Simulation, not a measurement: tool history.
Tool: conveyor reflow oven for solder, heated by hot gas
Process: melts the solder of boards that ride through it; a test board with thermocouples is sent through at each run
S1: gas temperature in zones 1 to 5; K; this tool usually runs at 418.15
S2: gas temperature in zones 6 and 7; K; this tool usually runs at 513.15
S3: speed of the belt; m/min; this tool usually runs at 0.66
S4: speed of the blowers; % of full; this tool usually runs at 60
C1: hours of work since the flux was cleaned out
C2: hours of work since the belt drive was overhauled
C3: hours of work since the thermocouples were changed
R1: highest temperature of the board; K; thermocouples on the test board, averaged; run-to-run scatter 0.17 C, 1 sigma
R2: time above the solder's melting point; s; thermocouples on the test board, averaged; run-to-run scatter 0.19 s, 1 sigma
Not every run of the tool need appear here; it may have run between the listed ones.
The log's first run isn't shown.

run	day	S1	S2	S3	S4	C1	C2	C3	R1	R2
2	0.75	418.15	513.15	0.66	60	137	31	125	490.25	48.9
3	1.092	418.15	513.15	0.66	60	141	34	129	489.95	48.4
4	1.8	418.15	513.15	0.66	60	148	42	136	490.15	48.8
5	2.454	418.15	513.15	0.66	60	154	48	143	490.25	48.3
6	3.029	418.15	513.15	0.66	60	160	54	149	489.95	48.6
7	3.654	418.15	513.15	0.66	60	167	60	155	489.95	48.4
8	4.162	418.15	513.15	0.66	60	172	65	160	489.65	48.6
9	4.688	418.15	513.15	0.66	60	177	71	165	490.15	48.9
10	5.2	418.15	513.15	0.66	60	182	76	170	489.75	48.5
11	5.867	418.15	513.15	0.66	60	189	83	177	489.95	48.4
12	6.471	418.15	513.15	0.66	58	195	89	183	488.95	47.9
# day 7.292: flux residue cleaned out of gas plates and filters
13	7.462	418.15	513.15	0.66	58	2	97	191	489.85	48.8
14	7.812	418.15	513.15	0.66	60	5	100	195	491.15	49.8
15	8.562	418.15	513.15	0.619	60	13	108	202	493.45	54.5
16	8.954	418.15	518.15	0.619	60	17	112	206	497.55	57
17	9.4	426.15	519.15	0.66	60	21	116	211	498.05	56.6
18	9.754	426.15	519.15	0.66	60	25	120	215	498.15	56.6
19	10.188	426.15	521.15	0.67	61	29	124	219	499.05	55.9
20	10.808	426.15	521.15	0.67	61	36	131	225	498.95	56.3
21	11.471	405.15	522.15	0.66	60	42	137	232	495.15	48.1
22	11.942	408.15	510.15	0.534	52	47	142	237	490.75	57.5
23	12.5	408.15	510.15	0.534	52	53	148	242	490.45	57.8

Expected results for the next run?
24	13	408.15	510.15	0.534	52	58	153	247	?	?

{"run 24": {"R1": 490.35, "R2": 57.8}}
Take away the tool's hidden state, keep the run-to-run variation as it was, and the same run would have given R1 490.95 K, R2 58.2 s.
